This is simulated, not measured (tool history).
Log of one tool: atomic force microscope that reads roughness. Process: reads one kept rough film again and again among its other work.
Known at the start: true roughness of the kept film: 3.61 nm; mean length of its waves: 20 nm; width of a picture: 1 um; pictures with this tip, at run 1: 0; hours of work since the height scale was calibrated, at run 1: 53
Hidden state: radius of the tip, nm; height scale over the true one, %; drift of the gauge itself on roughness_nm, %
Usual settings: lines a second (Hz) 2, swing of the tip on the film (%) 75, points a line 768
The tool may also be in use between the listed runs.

| run | hour | lines a second (Hz) | swing of the tip on the film (%) | points a line | pictures with this tip | hours of work since the height scale was calibrated | roughness of the kept film (nm (root mean square)) |
|---|---|---|---|---|---|---|---|
| 1 | 0 | 2 | 75 | 768 | 0 | 53 | 2.375 |
| 2 | 23.5 | 3.52 | 75 | 768 | 47 | 68 | 1.822 |
| 3 | 56.7 | 3.52 | 75 | 768 | 114 | 88 | 1.523 |
| 4 | 79.1 | 2 | 87 | 768 | 160 | 101 | 1.352 |
|  | 89.1 | new tip fitted |
| 5 | 114.7 | 2 | 75 | 768 | 52 | 123 | 1.941 |
| 6 | 143.1 | 2 | 75 | 768 | 109 | 140 | 1.659 |
|  | 176.2 | new tip fitted |
| 7 | 176.2 | 2 | 75 | 768 | 0 | 160 | 2.345 |
| 8 | 210.3 | 2 | 75 | 768 | 68 | 180 | 1.865 |
| 9 | 232.6 | 2 | 89 | 768 | 113 | 194 | 1.512 |
| 10 | 251 | 2 | 89 | 768 | 151 | 205 | 1.37 |
|  | 263.7 | new tip fitted |
| 11 | 286.6 | 2 | 75 | 768 | 46 | 226 | 1.989 |
| 12 | 305 | 3.45 | 75 | 768 | 84 | 238 | 1.651 |
| 13 | 329.5 | 3.45 | 75 | 768 | 133 | 253 | 1.45 |
|  | 350.7 | new tip fitted |
| 14 | 363.3 | 2 | 75 | 768 | 25 | 273 | 2.162 |
| 15 | 388.4 | 2 | 75 | 768 | 76 | 288 | 1.834 |
| 16 | 404.8 | 2 | 75 | 768 | 109 | 298 | 1.671 |
| 17 | 430.2 | 2 | 75 | 768 | 160 | 313 | 1.469 |
|  | 440.4 | new tip fitted |
| 18 | 449.9 | 2 | 75 | 768 | 19 | 325 | 2.186 |
| 19 | 470.3 | 2 | 75 | 768 | 60 | 337 | 1.921 |
| 20 | 504.7 | 0.77 | 75 | 768 | 129 | 358 | 1.681 |
|  | 528 | new tip fitted |
| 21 | 538.1 | 0.77 | 75 | 768 | 21 | 378 | 2.343 |
| 22 | 561.1 | 2 | 75 | 768 | 67 | 392 | 1.882 |
| 23 | 583.9 | 2 | 75 | 768 | 113 | 406 | 1.629 |
| 24 | 600.9 | 2 | 72 | 768 | 148 | 416 | 1.52 |
|  | 614.8 | new tip fitted |
| 25 | 630 | 2 | 72 | 768 | 30 | 434 | 2.163 |
| 26 | 657.5 | 2 | 72 | 768 | 86 | 450 | 1.797 |
| 27 | 682.2 | 1.16 | 72 | 564 | 136 | 465 | 1.653 |
|  | 704 | new tip fitted |
| 28 | 705.5 | 2.87 | 56 | 768 | 3 | 479 | 2.454 |
| 29 | 721.2 | 2.13 | 75 | 651 | 34 | 489 | 2.041 |
| 30 | 738.9 | 2.13 | 75 | 651 | 70 | 500 | 1.794 |
| 31 | 768.1 | 0.64 | 64 | 768 | 129 | 517 | 1.707 |
|  | 792.6 | new tip fitted |
| 32 | 803.1 | 2 | 72 | 913 | 22 | 538 | 2.227 |
| 33 | 829.3 | 0.61 | 75 | 976 | 74 | 554 | 2.007 |
| 34 | 852.8 | 0.61 | 75 | 976 | 122 | 568 | 1.762 |
| 35 | 870 | 1.44 | 75 | 581 | 157 | 579 | 1.543 |
|  | 882.1 | new tip fitted |
| 36 | 907 | 1.44 | 75 | 581 | 50 | 601 | 2.05 |
| 37 | 932.5 | 1.44 | 84 | 388 | 102 | 617 | 1.653 |
| 38 | 966.7 | 3.95 | 84 | 432 | 171 | 637 | 1.136 |
|  | 970.1 | new tip fitted |
| 39 | 984.9 | 1.4 | 75 | 528 | 29 | 648 | 2.18 |
| 40 | 1003.1 | 1.4 | 75 | 528 | 66 | 659 | 1.957 |
| 41 | 1024.5 | 3.16 | 63 | 557 | 109 | 672 | 1.699 |
|  | 1058.3 | new tip fitted |
| 42 | 1058.3 | 2.2 | 79 | 613 | 0 | 692 | 2.277 |
| 43 | 1073.6 | 2.2 | 79 | 613 | 31 | 702 | 2.071 |
| 44 | 1094.9 | 0.62 | 61 | 641 | 73 | 715 | 2.066 |
| 45 | 1124.9 | 2 | 69 | 539 | 134 | 733 | 1.586 |
|  | 1148 | new tip fitted |
| 46 | 1156.4 | 1 | 69 | 539 | 17 | 752 | 2.363 |
| 47 | 1172.5 | 1.06 | 77 | 539 | 49 | 761 | 2.048 |
| 48 | 1207.5 | 0.71 | 56 | 570 | 120 | 783 | 1.816 |
|  | 1237.7 | new tip fitted |
| 49 | 1241.1 | 0.71 | 70 | 577 | 6 | 803 | 2.413 |
| 50 | 1272.5 | 0.71 | 70 | 577 | 70 | 822 | 1.973 |
| 51 | 1306.6 | 1.32 | 82 | 768 | 139 | 842 | 1.5 |

Some steps in roughness of the kept film (nm (root mean square)) between neighbouring runs. How much of each would the tool show without its hidden state too (settings, what came in, random variation), and how much is left for the hidden state, with any gauge scatter that isn't in both results?
Run 17 -> 18: new tip fitted. roughness of the kept film (nm (root mean square)) +0.717: hidden state +0.723, all else -0.006.
Run 27 -> 28: lines a second (Hz) 1.16 -> 2.87, swing of the tip on the film (%) 72 -> 56, points a line 564 -> 768, new tip fitted. roughness of the kept film (nm (root mean square)) +0.801: hidden state +0.785, all else +0.016.
Run 31 -> 32: lines a second (Hz) 0.64 -> 2, swing of the tip on the film (%) 64 -> 72, points a line 768 -> 913, new tip fitted. roughness of the kept film (nm (root mean square)) +0.52: hidden state +0.724, all else -0.204.
Run 38 -> 39: lines a second (Hz) 3.95 -> 1.4, swing of the tip on the film (%) 84 -> 75, points a line 432 -> 528, new tip fitted. roughness of the kept film (nm (root mean square)) +1.044: hidden state +0.499, all else +0.545.
Run 45 -> 46: lines a second (Hz) 2 -> 1, new tip fitted. roughness of the kept film (nm (root mean square)) +0.777: hidden state +0.678, all else +0.099.
